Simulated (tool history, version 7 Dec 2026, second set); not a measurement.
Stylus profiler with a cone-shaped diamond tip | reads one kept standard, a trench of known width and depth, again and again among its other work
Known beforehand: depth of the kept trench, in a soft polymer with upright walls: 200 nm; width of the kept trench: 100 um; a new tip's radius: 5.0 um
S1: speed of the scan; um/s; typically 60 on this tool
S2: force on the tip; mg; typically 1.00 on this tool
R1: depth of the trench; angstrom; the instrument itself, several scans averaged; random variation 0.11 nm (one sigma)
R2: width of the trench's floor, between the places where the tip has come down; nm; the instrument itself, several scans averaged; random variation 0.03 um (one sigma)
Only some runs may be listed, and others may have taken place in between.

run,hour,S1,S2,R1,R2
1,0.0,60,1.00,2028.5,95890
2,23.9,60,1.00,2026.9,95910
3,48.3,45,1.00,2028.0,95990
4,74.9,60,1.00,2028.6,95890
5,102.4,60,1.00,2028.4,95880
6,127.9,60,1.00,2027.0,95920
# hour 129.6: height scale calibrated on a step standard
7,151.5,155,1.00,2032.1,95110
8,177.1,19,0.44,2024.0,96120
9,189.8,218,2.18,2042.9,95150
# hour 195.0: height scale calibrated on a step standard, once more
10,214.6,218,2.18,2029.6,95130
11,242.3,218,2.18,2029.8,95180
12,268.4,18,2.44,2032.0,96240
13,291.4,32,2.68,2036.6,96210

Each row is a separate what-if for the run after 13, all from the same tool condition, not one after another. Results?
A,308.6,58,1.05,?,?
B,308.6,193,0.77,?,?
C,308.6,34,0.42,?,?

run,R1,R2
A,2019.3,95850
B,2014.6,94490
C,2009.8,95900
What these runs would have given with no unlogged condition in the tool:
run,R1,R2
A,2019.2,96750
B,2014.6,95400
C,2009.8,96800
